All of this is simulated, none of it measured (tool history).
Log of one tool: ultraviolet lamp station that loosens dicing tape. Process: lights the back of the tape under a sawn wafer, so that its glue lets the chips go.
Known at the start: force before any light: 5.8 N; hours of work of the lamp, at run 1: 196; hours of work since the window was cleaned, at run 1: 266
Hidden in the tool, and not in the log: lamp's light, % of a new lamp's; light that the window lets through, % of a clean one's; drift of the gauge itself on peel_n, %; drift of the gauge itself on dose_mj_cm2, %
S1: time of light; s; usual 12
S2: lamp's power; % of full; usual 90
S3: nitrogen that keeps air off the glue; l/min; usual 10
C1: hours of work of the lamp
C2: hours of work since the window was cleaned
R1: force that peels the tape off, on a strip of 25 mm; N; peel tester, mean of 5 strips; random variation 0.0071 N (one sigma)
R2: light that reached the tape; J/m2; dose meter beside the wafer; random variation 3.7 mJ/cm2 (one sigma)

| run | hour | S1 | S2 | S3 | C1 | C2 | R1 | R2 |
|---|---|---|---|---|---|---|---|---|
| 1 | 0 | 12 | 90 | 10 | 196 | 266 | 0.251 | 6130 |
|  | 19.6 | window cleaned of glue's vapour |
| 2 | 44.5 | 12 | 95 | 10 | 226 | 17 | 0.229 | 6670 |
| 3 | 96.3 | 12 | 95 | 10 | 262 | 53 | 0.24 | 6550 |
| 4 | 154.6 | 12 | 95 | 10 | 303 | 94 | 0.24 | 6590 |
| 5 | 240.6 | 12 | 95 | 10 | 363 | 154 | 0.229 | 6540 |
| 6 | 284.3 | 12 | 90 | 12 | 393 | 184 | 0.236 | 6200 |
| 7 | 340.9 | 12 | 90 | 12 | 433 | 223 | 0.228 | 6200 |
|  | 428.8 | window cleaned of glue's vapour |
| 8 | 432.1 | 12 | 90 | 12 | 496 | 2 | 0.235 | 6120 |
| 9 | 486 | 12 | 90 | 10 | 533 | 40 | 0.259 | 6160 |
| 10 | 551.6 | 12 | 90 | 10 | 579 | 85 | 0.24 | 6200 |
| 11 | 626.4 | 12 | 90 | 10 | 631 | 137 | 0.249 | 6160 |
|  | 706.3 | lamp changed |
| 12 | 708.8 | 12 | 73 | 10 | 2 | 194 | 0.401 | 5000 |
| 13 | 770.5 | 12 | 73 | 10 | 45 | 237 | 0.388 | 4970 |
|  | 836.3 | window cleaned of glue's vapour |
| 14 | 850.3 | 12 | 73 | 10 | 100 | 10 | 0.39 | 4960 |
| 15 | 892.7 | 12 | 90 | 15 | 129 | 39 | 0.194 | 6090 |
| 16 | 957.6 | 12 | 90 | 15 | 174 | 84 | 0.203 | 6170 |
| 17 | 1004 | 12 | 90 | 15 | 207 | 117 | 0.203 | 6120 |
| 18 | 1044.1 | 11 | 90 | 10 | 235 | 145 | 0.286 | 5520 |
| 19 | 1091.3 | 11 | 90 | 10 | 267 | 177 | 0.304 | 5630 |
| 20 | 1142.7 | 11 | 90 | 10 | 303 | 213 | 0.307 | 5550 |
| 21 | 1213.4 | 23 | 80 | 10 | 352 | 262 | 0.134 | 10470 |
|  | 1241.4 | window cleaned of glue's vapour |
| 22 | 1279.6 | 6 | 80 | 10 | 398 | 27 | 1.172 | 2680 |
| 23 | 1317.5 | 6 | 80 | 10 | 424 | 53 | 1.166 | 2720 |
| 24 | 1392.4 | 6 | 80 | 10 | 476 | 105 | 1.185 | 2740 |
| 25 | 1430.3 | 9 | 90 | 18 | 503 | 131 | 0.325 | 4540 |
| 26 | 1472.3 | 6 | 85 | 8 | 532 | 161 | 1.246 | 2870 |
| 27 | 1541.3 | 9 | 90 | 3 | 580 | 209 | 1.054 | 4520 |
| 28 | 1610.2 | 7 | 93 | 3 | 628 | 257 | 1.497 | 3660 |
|  | 1646.2 | window cleaned of glue's vapour |
| 29 | 1654.6 | 12 | 90 | 3 | 659 | 6 | 0.64 | 6110 |
|  | 1697.5 | lamp changed |
| 30 | 1728.3 | 12 | 90 | 3 | 21 | 56 | 0.641 | 6090 |
| 31 | 1795.5 | 12 | 90 | 3 | 68 | 103 | 0.655 | 6140 |

Run 32 comes next. What will it give?
| 32 | 1869.3 | 15 | 68 | 18 | 119 | 154 | ? | ? |

{"run 32": {"R1": 0.197, "R2": 5760}}
Without the tool's hidden state the same run would have given R1 0.197 N, R2 5900 J/m2.
